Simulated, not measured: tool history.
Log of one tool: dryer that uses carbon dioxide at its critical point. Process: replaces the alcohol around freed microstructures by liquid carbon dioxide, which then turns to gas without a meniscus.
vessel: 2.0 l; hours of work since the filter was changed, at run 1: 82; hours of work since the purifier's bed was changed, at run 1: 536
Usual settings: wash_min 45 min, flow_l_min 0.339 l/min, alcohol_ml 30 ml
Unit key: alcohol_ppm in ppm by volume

run	hour	wash_min	flow_l_min	alcohol_ml	hours of work since the filter was changed	hours of work since the purifier's bed was changed	alcohol_ppm
1	0	45	0.339	30	82	536	45
2	15.4	45	0.339	30	93	547	48
3	25.8	45	0.339	30	101	554	50
4	41.8	45	0.339	30	112	566	42
5	57.3	45	0.281	30	123	577	95
6	70	45	0.281	30	132	586	101
7	79.2	45	0.281	30	139	593	99
8	93.8	34	0.281	64	150	603	604
9	105.9	34	0.281	64	158	612	598
10	121.7	57	0.499	29	170	623	28
11	140.1	61	0.265	29	183	637	45
12	151.3	61	0.229	29	191	645	87

Expected results for the next run?
13	160.1	61	0.262	29	197	651	?

alcohol_ppm: 53 ppm by volume
Had the tool carried no hidden state, the very same run would have given alcohol_ppm 15 ppm by volume.
